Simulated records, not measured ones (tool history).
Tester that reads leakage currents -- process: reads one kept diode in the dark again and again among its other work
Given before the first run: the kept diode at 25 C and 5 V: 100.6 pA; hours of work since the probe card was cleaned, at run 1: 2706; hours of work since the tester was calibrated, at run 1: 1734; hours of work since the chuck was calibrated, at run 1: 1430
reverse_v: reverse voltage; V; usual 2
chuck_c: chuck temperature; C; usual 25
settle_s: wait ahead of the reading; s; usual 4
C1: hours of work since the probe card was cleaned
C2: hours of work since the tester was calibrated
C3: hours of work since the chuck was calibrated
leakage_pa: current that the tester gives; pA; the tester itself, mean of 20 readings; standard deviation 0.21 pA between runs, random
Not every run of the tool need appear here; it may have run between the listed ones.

run 1 hour=0 | reverse_v=2 chuck_c=25 settle_s=4 | C1=2706 C2=1734 C3=1430 | leakage_pa=78.56
run 2 hour=25.1 | reverse_v=2 chuck_c=25 settle_s=4 | C1=2726 C2=1754 C3=1450 | leakage_pa=79.21
run 3 hour=69.8 | reverse_v=2 chuck_c=25 settle_s=4 | C1=2760 C2=1788 C3=1484 | leakage_pa=79.73
run 4 hour=125.5 | reverse_v=2 chuck_c=25 settle_s=4 | C1=2803 C2=1832 C3=1527 | leakage_pa=79.06
run 5 hour=181.6 | reverse_v=2 chuck_c=25 settle_s=4 | C1=2847 C2=1875 C3=1571 | leakage_pa=79.9
run 6 hour=234 | reverse_v=2 chuck_c=25 settle_s=4 | C1=2887 C2=1915 C3=1611 | leakage_pa=79.94
run 7 hour=277 | reverse_v=2 chuck_c=25 settle_s=4 | C1=2921 C2=1949 C3=1645 | leakage_pa=80.76
run 8 hour=338.9 | reverse_v=2 chuck_c=25 settle_s=4 | C1=2969 C2=1997 C3=1693 | leakage_pa=80.93
-- hour=388.1 chuck's temperature calibrated
run 9 hour=400.5 | reverse_v=2 chuck_c=25 settle_s=8.18 | C1=3015 C2=2043 C3=10 | leakage_pa=70.1
run 10 hour=437.7 | reverse_v=2 chuck_c=25 settle_s=0.53 | C1=3044 C2=2072 C3=38 | leakage_pa=70.83
run 11 hour=462.9 | reverse_v=1.67 chuck_c=25 settle_s=4 | C1=3063 C2=2091 C3=58 | leakage_pa=63.92
run 12 hour=488.7 | reverse_v=1.67 chuck_c=25 settle_s=4 | C1=3083 C2=2111 C3=78 | leakage_pa=64.74
run 13 hour=530.7 | reverse_v=2 chuck_c=25 settle_s=4 | C1=3116 C2=2144 C3=110 | leakage_pa=70.88
run 14 hour=566.8 | reverse_v=2 chuck_c=25 settle_s=4 | C1=3143 C2=2172 C3=138 | leakage_pa=70.9
run 15 hour=615.8 | reverse_v=2 chuck_c=25 settle_s=4 | C1=3181 C2=2210 C3=176 | leakage_pa=70.81
run 16 hour=671.5 | reverse_v=2 chuck_c=25 settle_s=4 | C1=3225 C2=2253 C3=219 | leakage_pa=71.42
run 17 hour=710.2 | reverse_v=2 chuck_c=25 settle_s=4 | C1=3255 C2=2283 C3=249 | leakage_pa=71.58
run 18 hour=749.5 | reverse_v=2 chuck_c=25 settle_s=1.61 | C1=3285 C2=2313 C3=280 | leakage_pa=71.99
run 19 hour=774.8 | reverse_v=2 chuck_c=25 settle_s=1.61 | C1=3304 C2=2333 C3=299 | leakage_pa=72.03
run 20 hour=810.5 | reverse_v=2 chuck_c=25 settle_s=1.61 | C1=3332 C2=2360 C3=327 | leakage_pa=72.71
run 21 hour=855.1 | reverse_v=3.32 chuck_c=57 settle_s=1.61 | C1=3367 C2=2395 C3=361 | leakage_pa=690.07
run 22 hour=909.4 | reverse_v=3.32 chuck_c=57 settle_s=1.32 | C1=3409 C2=2437 C3=404 | leakage_pa=692.79
-- hour=917.9 probe card cleaned and baked
run 23 hour=945.7 | reverse_v=3.32 chuck_c=57 settle_s=1.32 | C1=22 C2=2463 C3=429 | leakage_pa=695.84
run 24 hour=971.9 | reverse_v=3.32 chuck_c=50 settle_s=2.05 | C1=42 C2=2483 C3=450 | leakage_pa=461.66

Predict the results of run 25:
run 25 hour=1008.9 | reverse_v=15.87 chuck_c=41 settle_s=2.05 | C1=70 C2=2512 C3=478 | leakage_pa=?

Run 25 gave leakage_pa 579.3 pA.
Without the tool's hidden state the same run would have given leakage_pa 509.26 pA.

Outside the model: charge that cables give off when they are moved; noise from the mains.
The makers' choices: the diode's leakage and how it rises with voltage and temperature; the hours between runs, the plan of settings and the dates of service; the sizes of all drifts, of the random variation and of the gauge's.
